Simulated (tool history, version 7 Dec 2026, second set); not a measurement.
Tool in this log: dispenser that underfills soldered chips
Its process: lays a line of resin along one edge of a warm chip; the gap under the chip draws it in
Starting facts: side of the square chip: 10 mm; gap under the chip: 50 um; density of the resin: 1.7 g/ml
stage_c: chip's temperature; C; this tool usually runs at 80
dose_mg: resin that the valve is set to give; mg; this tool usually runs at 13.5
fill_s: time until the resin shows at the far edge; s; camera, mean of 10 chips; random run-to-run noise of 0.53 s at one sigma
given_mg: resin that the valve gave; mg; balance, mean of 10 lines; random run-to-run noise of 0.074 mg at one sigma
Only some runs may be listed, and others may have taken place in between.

run 1 hour=0 | stage_c=80 dose_mg=13.5 | fill_s=65.2 given_mg=13.16
run 2 hour=7.6 | stage_c=80 dose_mg=13.5 | fill_s=96.4 given_mg=13.05
-- hour=8.6 new syringe of resin
run 3 hour=14.6 | stage_c=66 dose_mg=13.5 | fill_s=125.1 given_mg=12.95
run 4 hour=23.6 | stage_c=80 dose_mg=13.5 | fill_s=92.7 given_mg=13.04
-- hour=25.8 new syringe of resin
run 5 hour=33.8 | stage_c=81 dose_mg=13.5 | fill_s=63.6 given_mg=12.95
-- hour=42.4 new syringe of resin
run 6 hour=42.9 | stage_c=81 dose_mg=13.5 | fill_s=44.3 given_mg=13.12
-- hour=48.7 dispensing valve cleaned and set on the balance
run 7 hour=55.9 | stage_c=80 dose_mg=11.8 | fill_s=79.8 given_mg=11.74
-- hour=60.2 new syringe of resin
run 8 hour=66.8 | stage_c=86 dose_mg=11.8 | fill_s=46.1 given_mg=11.83

Expected results for the next run?
run 9 hour=76.4 | stage_c=86 dose_mg=11.8 | fill_s=? given_mg=?

Run 9 came out at fill_s 75.3 s, given_mg 11.7 mg.
The same run, on a tool lacking any hidden state, would have yielded fill_s 33.5 s, given_mg 11.79 mg.
